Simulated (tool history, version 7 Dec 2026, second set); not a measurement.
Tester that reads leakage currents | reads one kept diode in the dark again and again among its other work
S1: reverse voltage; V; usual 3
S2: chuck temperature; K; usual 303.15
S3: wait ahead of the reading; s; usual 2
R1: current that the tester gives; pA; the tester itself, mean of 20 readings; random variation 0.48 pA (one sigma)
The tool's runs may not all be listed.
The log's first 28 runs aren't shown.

run    hour     S1      S2    S3      R1
 29  2024.5      3  316.15  1.12  484.18
 30  2091.6    4.7  299.15  0.94  133.95
 31  2173.8  16.52  299.15  0.94  232.35
 32  2250.5  16.52  300.15  0.94  254.98
 33  2328.5   2.33  305.15  1.14  168.89
 34    2434      3  301.15  0.96  132.01
 35  2487.3      3  301.15  0.96   131.8
 36  2571.2   4.66  301.15  0.34  164.01
     2589.5  -- probe card cleaned and baked
 37    2658    1.3  303.15  0.35  111.32
 38    2758    1.9  315.15  1.45  366.84
       2828  -- chuck's temperature calibrated
 39    2828      3  314.15  8.07  408.98
 40  2926.5      3  301.15  3.88  131.41

3 ways to go on from here, each from the tool as it stands after run 40. What would each give?
  A  2997.4  9.48  301.15  0.96   ?
  B  2997.4  1.53  301.15  3.88   ?
  C  2997.4  2.83  322.15     2   ?

run      R1
  A  219.79
  B      98
  C   776.8
Without the tool's hidden state the same runs would have given:
run      R1
  A  219.79
  B      98
  C  776.82
